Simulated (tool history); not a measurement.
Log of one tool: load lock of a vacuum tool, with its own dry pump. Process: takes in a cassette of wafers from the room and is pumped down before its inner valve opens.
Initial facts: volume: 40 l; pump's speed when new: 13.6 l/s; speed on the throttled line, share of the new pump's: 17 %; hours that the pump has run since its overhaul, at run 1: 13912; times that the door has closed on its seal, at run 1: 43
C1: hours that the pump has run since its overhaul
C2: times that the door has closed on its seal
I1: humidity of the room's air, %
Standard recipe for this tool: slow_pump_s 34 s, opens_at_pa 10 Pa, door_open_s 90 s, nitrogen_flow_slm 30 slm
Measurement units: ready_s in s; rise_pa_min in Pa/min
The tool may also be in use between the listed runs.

Run 1, hour 0: usual settings; C1 13912; C2 43; I1 46.1. Result: ready_s 58.4 s, rise_pa_min 0.02 Pa/min.
Run 2, hour 94.1: usual settings; C1 14006; C2 266; I1 45.7. Result: ready_s 58 s, rise_pa_min 0.019 Pa/min.
Run 3, hour 211.3: usual settings but door_open_s 166 s; C1 14123; C2 542; I1 45. Result: ready_s 57.9 s, rise_pa_min 0.032 Pa/min.
Run 4, hour 322.4: usual settings; C1 14235; C2 805; I1 43.6. Result: ready_s 58 s, rise_pa_min 0.02 Pa/min.
Run 5, hour 377.6: usual settings; C1 14290; C2 935; I1 44.6. Result: ready_s 58.3 s, rise_pa_min 0.015 Pa/min.
Run 6, hour 491.7: usual settings; C1 14404; C2 1205; I1 47.4. Result: ready_s 58.2 s, rise_pa_min 0.024 Pa/min.
Run 7, hour 605.9: usual settings; C1 14518; C2 1474; I1 44.3. Result: ready_s 58.2 s, rise_pa_min 0.024 Pa/min.
Run 8, hour 699.8: usual settings; C1 14612; C2 1696; I1 47.9. Result: ready_s 58.2 s, rise_pa_min 0.026 Pa/min.
Run 9, hour 797: usual settings; C1 14709; C2 1926; I1 45.2. Result: ready_s 58 s, rise_pa_min 0.029 Pa/min.
Run 10, hour 903.5: usual settings; C1 14816; C2 2177; I1 44.3. Result: ready_s 58 s, rise_pa_min 0.021 Pa/min.
Run 11, hour 980.4: usual settings; C1 14893; C2 2359; I1 45.4. Result: ready_s 58.6 s, rise_pa_min 0.027 Pa/min.
Run 12, hour 1071.1: usual settings; C1 14983; C2 2573; I1 46.7. Result: ready_s 57.9 s, rise_pa_min 0.028 Pa/min.
Run 13, hour 1168.8: usual settings but nitrogen_flow_slm 5 slm; C1 15081; C2 2804; I1 45.5. Result: ready_s 58.4 s, rise_pa_min 0.044 Pa/min.
Run 14, hour 1232.2: usual settings but opens_at_pa 8 Pa, nitrogen_flow_slm 5 slm; C1 15144; C2 2953; I1 43.9. Result: ready_s 59.2 s, rise_pa_min 0.041 Pa/min.
Run 15, hour 1326.4: usual settings but slow_pump_s 47 s, opens_at_pa 8 Pa, door_open_s 36 s, nitrogen_flow_slm 5 slm; C1 15239; C2 3176; I1 45.7. Result: ready_s 70 s, rise_pa_min 0.028 Pa/min.
Run 16, hour 1445: usual settings but slow_pump_s 47 s, opens_at_pa 8 Pa, door_open_s 36 s, nitrogen_flow_slm 5 slm; C1 15357; C2 3456; I1 46.8. Result: ready_s 69.9 s, rise_pa_min 0.028 Pa/min.
Run 17, hour 1545.7: usual settings but door_open_s 61 s; C1 15458; C2 3694; I1 43.2. Result: ready_s 58.4 s, rise_pa_min 0.016 Pa/min.
Run 18, hour 1664.8: usual settings but slow_pump_s 37 s; C1 15577; C2 3975; I1 46.8. Result: ready_s 60.8 s, rise_pa_min 0.027 Pa/min.
Run 19, hour 1741: usual settings but slow_pump_s 37 s; C1 15653; C2 4155; I1 45.3. Result: ready_s 60.9 s, rise_pa_min 0.024 Pa/min.
Run 20, hour 1799.4: usual settings but slow_pump_s 37 s; C1 15712; C2 4293; I1 43.8. Result: ready_s 61.3 s, rise_pa_min 0.025 Pa/min.
Run 21, hour 1896.5: usual settings but slow_pump_s 37 s; C1 15809; C2 4522; I1 42.8. Result: ready_s 61.1 s, rise_pa_min 0.023 Pa/min.
Run 22, hour 1944.5: usual settings but slow_pump_s 35 s, opens_at_pa 9 Pa; C1 15857; C2 4636; I1 43.8. Result: ready_s 59.2 s, rise_pa_min 0.021 Pa/min.
Run 23, hour 2021.3: usual settings but opens_at_pa 18 Pa, door_open_s 39 s; C1 15933; C2 4817; I1 47.5. Result: ready_s 56.1 s, rise_pa_min 0.022 Pa/min.
Run 24, hour 2091.8: usual settings but opens_at_pa 18 Pa, door_open_s 29 s, nitrogen_flow_slm 13 slm; C1 16004; C2 4983; I1 41.5. Result: ready_s 56.3 s, rise_pa_min 0.022 Pa/min.
Run 25, hour 2176.3: usual settings but slow_pump_s 51 s, opens_at_pa 7 Pa, door_open_s 132 s, nitrogen_flow_slm 11 slm; C1 16088; C2 5183; I1 44. Result: ready_s 73.7 s, rise_pa_min 0.045 Pa/min.
Run 26, hour 2288.8: usual settings but slow_pump_s 51 s, door_open_s 61 s, nitrogen_flow_slm 36 slm; C1 16201; C2 5449; I1 41.1. Result: ready_s 72.5 s, rise_pa_min 0.025 Pa/min.

Each row is a separate what-if for the run after 26, all from the same tool condition, not one after another. Results?
Run A, hour 2408: usual settings but slow_pump_s 47 s, opens_at_pa 13 Pa, door_open_s 61 s, nitrogen_flow_slm 11 slm; C1 16320; C2 5730; I1 42.9. Result: ready_s ?, rise_pa_min ?.
Run B, hour 2408: usual settings but opens_at_pa 9 Pa; C1 16320; C2 5730; I1 44.3. Result: ready_s ?, rise_pa_min ?.
Run C, hour 2408: usual settings but door_open_s 54 s, nitrogen_flow_slm 6 slm; C1 16320; C2 5730; I1 42.5. Result: ready_s ?, rise_pa_min ?.

run  ready_s  rise_pa_min
  A     68.3         0.03
  B     58.7        0.026
  C     58.5        0.032
The same runs, with their run-to-run variation unchanged, on a tool lacking any hidden condition would have given:
run  ready_s  rise_pa_min
  A     65.7        0.021
  B     55.6        0.018
  C     55.5        0.024
